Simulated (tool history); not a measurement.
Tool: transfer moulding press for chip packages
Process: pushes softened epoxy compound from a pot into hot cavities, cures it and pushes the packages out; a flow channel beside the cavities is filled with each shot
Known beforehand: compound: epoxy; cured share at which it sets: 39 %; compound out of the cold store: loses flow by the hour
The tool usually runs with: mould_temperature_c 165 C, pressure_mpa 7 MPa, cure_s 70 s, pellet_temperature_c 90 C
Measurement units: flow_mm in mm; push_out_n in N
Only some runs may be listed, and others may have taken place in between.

run	hour	mould_temperature_c	pressure_mpa	cure_s	pellet_temperature_c	incoming compound's hours out of the cold store	flow_mm	push_out_n
1	0	165	7	70	90	35.7	812	1339
# hour 16.3: cavities cleaned with cleaning compound and waxed
2	20.2	165	6.44	70	90	46.9	736	912
# hour 26.3: plunger's sealing rings changed
3	51.3	165	6.44	70	90	22.5	859	1351
# hour 71.2: cavities cleaned with cleaning compound and waxed
4	77.2	165	6.44	70	90	31.2	821	1004
5	106.4	165	6.44	70	90	22.3	855	1380
# hour 124.1: cavities cleaned with cleaning compound and waxed
6	124.1	165	5.56	56	87	28.6	771	1616
7	153.1	165	7	64	90	15.5	917	1796
8	173.8	160	5.41	63	88	11.1	843	2913
# hour 177.7: cavities cleaned with cleaning compound and waxed
9	204.4	165	6.47	70	91	47.9	752	1146
10	219.4	165	5.31	79	82	25	764	1084

Some steps in flow_mm between neighbouring runs. How much of each would the tool show without its hidden state too (settings, what came in, random variation), and how much is left for the hidden state, with any gauge scatter that isn't in both results?
Unlogged tool condition in this case: true mould temperature over the reading, C; pressure that reaches the compound, % of what is set; grip of the stained cavities, % over clean ones'; drift of the gauge itself on flow_mm, %; drift of the gauge itself on push_out_n, %.
Run 2 -> 3: plunger's sealing rings changed. flow_mm +123 mm: hidden state +26, all else +97.
Run 6 -> 7: pressure_mpa 5.56 -> 7, cure_s 56 -> 64, pellet_temperature_c 87 -> 90. flow_mm +146 mm: hidden state -3, all else +149.
